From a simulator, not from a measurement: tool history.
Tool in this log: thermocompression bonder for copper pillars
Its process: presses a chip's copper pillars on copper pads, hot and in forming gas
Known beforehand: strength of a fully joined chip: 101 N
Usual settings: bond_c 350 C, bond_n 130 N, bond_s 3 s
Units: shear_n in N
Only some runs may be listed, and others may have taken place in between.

run	hour	bond_c	bond_n	bond_s	shear_n
1	0.0	350	130	3	60.0
2	20.8	350	130	3	59.9
3	44.0	350	130	3	59.8
4	87.1	350	130	3	59.6
5	116.9	350	130	3	59.0
6	139.0	350	130	3	58.9
7	175.9	350	130	3	58.9
8	206.3	350	150	3	62.1
9	226.1	350	150	3	62.1
10	254.4	350	130	4	63.6
11	293.3	350	130	4	62.8
12	319.9	379	130	3	68.9
13	341.8	379	130	3	68.4
# hour 355.0: heater calibrated with a thermocouple chip
14	373.6	379	130	3	63.3
15	410.4	379	130	3	62.9
16	430.0	324	130	3	41.2
17	455.2	324	130	3	41.5
18	481.0	324	130	3	41.1
19	502.9	324	130	3	41.3
# hour 510.0: forming gas filter changed
20	527.5	324	130	7	60.2
21	551.3	323	155	7	64.4
22	598.1	354	102	9	72.4
23	628.9	354	102	9	71.8
24	664.4	341	83	3	41.9
25	704.6	341	83	3	42.2
26	744.4	336	158	3	54.7
27	764.0	336	158	3	54.6
28	795.8	352	119	2	47.3
29	817.2	335	97	7	57.2
30	843.2	335	97	7	56.9
31	883.2	330	149	2	43.1
32	906.5	378	130	8	81.7
33	945.5	352	99	2	43.1
34	972.2	352	109	2	44.2
35	998.3	354	130	2	49.6
36	1043.0	347	97	3	46.5
37	1065.7	347	97	3	46.3
38	1093.9	347	97	3	46.1
39	1116.3	357	154	2	53.8

What if the next run were any one of these 3? Each begins from the tool's condition after run 39:
A	1158.1	350	106	3	?
B	1158.1	322	79	8	?
C	1158.1	350	190	3	?

run	shear_n
A	49.0
B	47.3
C	62.5
With no hidden state in the tool, these same runs would have given:
run	shear_n
A	51.2
B	49.1
C	65.9

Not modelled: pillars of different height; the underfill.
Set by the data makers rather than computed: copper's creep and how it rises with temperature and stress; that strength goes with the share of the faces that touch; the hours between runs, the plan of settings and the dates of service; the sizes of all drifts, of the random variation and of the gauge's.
